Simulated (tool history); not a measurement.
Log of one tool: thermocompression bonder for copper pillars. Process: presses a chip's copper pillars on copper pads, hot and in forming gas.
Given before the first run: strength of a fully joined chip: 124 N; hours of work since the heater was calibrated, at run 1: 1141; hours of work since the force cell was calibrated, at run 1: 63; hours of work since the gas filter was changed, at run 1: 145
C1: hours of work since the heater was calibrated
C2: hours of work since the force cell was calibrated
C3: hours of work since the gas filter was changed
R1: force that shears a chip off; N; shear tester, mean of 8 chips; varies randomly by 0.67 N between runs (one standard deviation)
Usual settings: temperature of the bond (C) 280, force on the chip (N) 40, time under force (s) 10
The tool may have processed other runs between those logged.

{"run": 1, "day": 0.0, "temperature of the bond (C)": 280, "force on the chip (N)": 40, "time under force (s)": 10, "C1": 1141, "C2": 63, "C3": 145, "R1": 40.1}
{"run": 2, "day": 1.933, "temperature of the bond (C)": 280, "force on the chip (N)": 49, "time under force (s)": 10, "C1": 1177, "C2": 98, "C3": 181, "R1": 48.0}
{"run": 3, "day": 2.821, "temperature of the bond (C)": 280, "force on the chip (N)": 49, "time under force (s)": 10, "C1": 1193, "C2": 114, "C3": 197, "R1": 49.0}
{"run": 4, "day": 4.758, "temperature of the bond (C)": 280, "force on the chip (N)": 40, "time under force (s)": 10, "C1": 1229, "C2": 150, "C3": 233, "R1": 38.5}
{"run": 5, "day": 5.971, "temperature of the bond (C)": 276, "force on the chip (N)": 40, "time under force (s)": 10, "C1": 1251, "C2": 172, "C3": 255, "R1": 38.1}
{"run": 6, "day": 7.546, "temperature of the bond (C)": 276, "force on the chip (N)": 40, "time under force (s)": 10, "C1": 1280, "C2": 201, "C3": 284, "R1": 36.5}
{"day": 7.712, "done": "force cell calibrated"}
{"day": 8.825, "done": "forming gas filter changed"}
{"run": 7, "day": 8.825, "temperature of the bond (C)": 280, "force on the chip (N)": 40, "time under force (s)": 15, "C1": 1302, "C2": 20, "C3": 0, "R1": 47.1}
{"run": 8, "day": 10.117, "temperature of the bond (C)": 262, "force on the chip (N)": 39, "time under force (s)": 16, "C1": 1325, "C2": 44, "C3": 24, "R1": 39.7}
{"run": 9, "day": 11.867, "temperature of the bond (C)": 291, "force on the chip (N)": 45, "time under force (s)": 7, "C1": 1357, "C2": 76, "C3": 56, "R1": 41.8}
{"run": 10, "day": 12.704, "temperature of the bond (C)": 291, "force on the chip (N)": 33, "time under force (s)": 8, "C1": 1373, "C2": 91, "C3": 71, "R1": 33.7}
{"run": 11, "day": 13.812, "temperature of the bond (C)": 291, "force on the chip (N)": 33, "time under force (s)": 8, "C1": 1393, "C2": 111, "C3": 91, "R1": 33.2}
{"run": 12, "day": 14.758, "temperature of the bond (C)": 291, "force on the chip (N)": 33, "time under force (s)": 8, "C1": 1410, "C2": 129, "C3": 109, "R1": 34.1}

Each row is a separate what-if for the run after 12, all from the same tool condition, not one after another. Results?
{"run": "A", "day": 16.842, "temperature of the bond (C)": 291, "force on the chip (N)": 37, "time under force (s)": 6, "C1": 1448, "C2": 167, "C3": 147, "R1": "?"}
{"run": "B", "day": 16.842, "temperature of the bond (C)": 253, "force on the chip (N)": 33, "time under force (s)": 7, "C1": 1448, "C2": 167, "C3": 147, "R1": "?"}
{"run": "C", "day": 16.842, "temperature of the bond (C)": 252, "force on the chip (N)": 30, "time under force (s)": 23, "C1": 1448, "C2": 167, "C3": 147, "R1": "?"}
{"run": "D", "day": 16.842, "temperature of the bond (C)": 302, "force on the chip (N)": 51, "time under force (s)": 7, "C1": 1448, "C2": 167, "C3": 147, "R1": "?"}
{"run": "E", "day": 16.842, "temperature of the bond (C)": 280, "force on the chip (N)": 40, "time under force (s)": 14, "C1": 1448, "C2": 167, "C3": 147, "R1": "?"}

run=A R1=32.5
run=B R1=20.0
run=C R1=31.0
run=D R1=51.4
run=E R1=43.2
The same runs, with their run-to-run variation unchanged, on a tool lacking any hidden condition would have given:
run=A R1=37.6
run=B R1=23.8
run=C R1=36.4
run=D R1=58.3
run=E R1=49.7
